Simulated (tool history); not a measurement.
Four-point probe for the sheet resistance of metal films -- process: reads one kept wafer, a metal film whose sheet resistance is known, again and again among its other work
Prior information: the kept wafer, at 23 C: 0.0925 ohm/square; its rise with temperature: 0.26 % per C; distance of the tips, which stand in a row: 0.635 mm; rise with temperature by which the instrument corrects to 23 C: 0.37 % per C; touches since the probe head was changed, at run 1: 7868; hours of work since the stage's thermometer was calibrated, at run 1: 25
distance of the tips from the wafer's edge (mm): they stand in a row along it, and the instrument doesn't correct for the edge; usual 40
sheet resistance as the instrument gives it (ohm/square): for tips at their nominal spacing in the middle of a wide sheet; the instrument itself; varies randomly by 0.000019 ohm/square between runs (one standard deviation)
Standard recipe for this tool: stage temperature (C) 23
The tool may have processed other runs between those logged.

run	hour	stage temperature (C)	distance of the tips from the wafer's edge (mm)	touches since the probe head was changed	hours of work since the stage's thermometer was calibrated	sheet resistance as the instrument gives it (ohm/square)
1	0	23	40	7868	25	0.092517
2	13.1	23	40	8419	33	0.092515
3	23.1	23	40	8838	39	0.092507
4	38.3	23	19	9479	49	0.092575
5	50.6	23	19	9995	56	0.092555
6	66.5	23	10	10664	66	0.092692
7	74	23	10	10980	71	0.092661
8	82	23	10	11316	76	0.09268
9	90.2	23	10	11661	81	0.092727
10	101.4	23	10	12135	88	0.092704
11	118.3	19	40	12843	98	0.09294
12	131.6	25	40	13403	106	0.092306
13	148.5	23	40	14116	117	0.092523
14	156.5	23	40	14451	121	0.092507
15	171.4	23	40	15076	131	0.092491
16	182.4	23	5	15539	137	0.093292
17	192.8	23	5	15976	144	0.093298
18	206.3	23	5	16546	152	0.093304
19	223.1	23	5	17250	162	0.093287
20	239.7	23	5	17951	173	0.093307
21	256.4	23	21	18653	183	0.092542
22	264	29	5	18974	187	0.09269
23	275.3	29	5	19448	194	0.092687
24	291.9	29	5	20144	205	0.092681
25	306.4	28	11	20755	213	0.092147
26	318.7	25	40	21275	221	0.092321
27	332.1	30	7	21839	229	0.092173
28	342.1	18	6	22256	235	0.093603
29	358.8	30	10	22960	246	0.091961
30	367.4	30	7	23321	251	0.092174

Predict each of these 5 candidate next runs independently; none follows another, all start after run 30:
A	381.8	20	44	23927	260	?
B	381.8	21	22	23927	260	?
C	381.8	22	40	23927	260	?
D	381.8	20	29	23927	260	?
E	381.8	28	28	23927	260	?

run	sheet resistance as the instrument gives it (ohm/square)
A	0.092844
B	0.092762
C	0.092609
D	0.092875
E	0.091996
Stripped of hidden state, with their random variation kept, the same runs would have yielded:
run	sheet resistance as the instrument gives it (ohm/square)
A	0.092842
B	0.09276
C	0.092607
D	0.092873
E	0.091995
